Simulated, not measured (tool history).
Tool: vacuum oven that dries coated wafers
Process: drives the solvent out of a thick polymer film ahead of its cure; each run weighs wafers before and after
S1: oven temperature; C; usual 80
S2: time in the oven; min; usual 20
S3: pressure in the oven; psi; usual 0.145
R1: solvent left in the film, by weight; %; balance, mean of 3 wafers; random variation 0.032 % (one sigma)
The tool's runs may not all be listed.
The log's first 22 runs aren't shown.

| run | day | S1 | S2 | S3 | R1 |
|---|---|---|---|---|---|
| 23 | 13.988 | 80 | 24 | 0.145 | 2.01 |
| 24 | 14.404 | 80 | 10 | 0.145 | 3.99 |
| 25 | 15.038 | 80 | 10 | 0.145 | 3.92 |
| 26 | 15.642 | 75 | 20 | 0.296 | 4.85 |
| 27 | 16.229 | 75 | 20 | 0.296 | 4.88 |
| 28 | 16.921 | 79 | 28 | 0.294 | 3.63 |
| 29 | 17.808 | 86 | 20 | 0.571 | 4.95 |
| 30 | 18.546 | 87 | 20 | 0.145 | 1.53 |
| 31 | 19.362 | 72 | 23 | 0.145 | 3.54 |
| 32 | 20.308 | 80 | 20 | 0.286 | 3.7 |
| 33 | 20.954 | 77 | 20 | 0.39 | 5.45 |
| 34 | 21.471 | 87 | 20 | 0.136 | 1.48 |
| 35 | 22.05 | 77 | 14 | 0.128 | 3.51 |
| 36 | 22.583 | 77 | 14 | 0.128 | 3.51 |
| 37 | 23.242 | 83 | 18 | 0.115 | 1.87 |
| 38 | 23.938 | 88 | 16 | 0.115 | 1.39 |
| 39 | 24.875 | 89 | 16 | 0.074 | 1.02 |
| 40 | 25.462 | 67 | 23 | 0.087 | 3.96 |
| 41 | 26.35 | 80 | 33 | 0.463 | 5.13 |
| 42 | 27.183 | 80 | 33 | 0.463 | 5.12 |
| 43 | 28.121 | 80 | 33 | 0.463 | 5.18 |
| 44 | 28.633 | 80 | 17 | 0.125 | 2.43 |
| 45 | 29.358 | 80 | 17 | 0.125 | 2.46 |
| 46 | 29.875 | 76 | 13 | 0.145 | 4.14 |

5 ways to go on from here, each from the tool as it stands after run 46. What would each give?
| A | 30.508 | 66 | 11 | 0.145 | ? |
| B | 30.508 | 94 | 32 | 0.099 | ? |
| C | 30.508 | 94 | 24 | 0.413 | ? |
| D | 30.508 | 76 | 13 | 0.116 | ? |
| E | 30.508 | 79 | 12 | 0.318 | ? |

| run | R1 |
|---|---|
| A | 7.28 |
| B | 0.8 |
| C | 2.68 |
| D | 3.87 |
| E | 5.28 |
Without the tool's hidden state the same runs would have given:
| run | R1 |
|---|---|
| A | 6.91 |
| B | 0.55 |
| C | 2.46 |
| D | 3.54 |
| E | 5 |
